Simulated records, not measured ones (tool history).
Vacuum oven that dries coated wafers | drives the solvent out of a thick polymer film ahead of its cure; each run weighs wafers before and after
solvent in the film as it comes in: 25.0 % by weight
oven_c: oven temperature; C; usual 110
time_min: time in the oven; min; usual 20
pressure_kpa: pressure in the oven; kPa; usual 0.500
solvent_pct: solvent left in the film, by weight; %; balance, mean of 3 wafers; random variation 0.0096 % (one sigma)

run	hour	oven_c	time_min	pressure_kpa	solvent_pct
1	0.0	110	20	0.500	1.288
2	46.6	110	20	0.500	1.297
3	97.1	110	20	0.500	1.299
4	126.4	110	20	0.500	1.292
5	173.4	110	20	0.500	1.290
6	218.4	118	20	0.500	0.675
7	262.4	118	20	0.500	0.648
8	311.7	118	20	0.500	0.654
9	364.2	118	20	0.500	0.652
10	403.1	110	20	0.500	1.298
11	444.8	110	20	0.500	1.323
12	470.0	110	20	0.500	1.320
13	519.4	119	20	0.396	0.525
14	567.4	119	20	0.396	0.538
15	601.2	105	20	0.543	2.084
16	644.5	110	10	0.500	4.327
17	682.4	110	10	0.500	4.330
18	738.3	110	10	0.500	4.334
19	775.4	110	11	1.548	4.852

5 ways to go on from here, each from the tool as it stands after run 19. What would each give?
A	814.1	110	20	1.023	?
B	814.1	112	20	0.500	?
C	814.1	118	18	0.308	?
D	814.1	107	27	1.697	?
E	814.1	110	11	0.277	?

run	solvent_pct
A	1.924
B	1.089
C	0.622
D	2.617
E	3.522
Without the tool's hidden state the same runs would have given:
run	solvent_pct
A	1.923
B	1.088
C	0.621
D	2.616
E	3.522
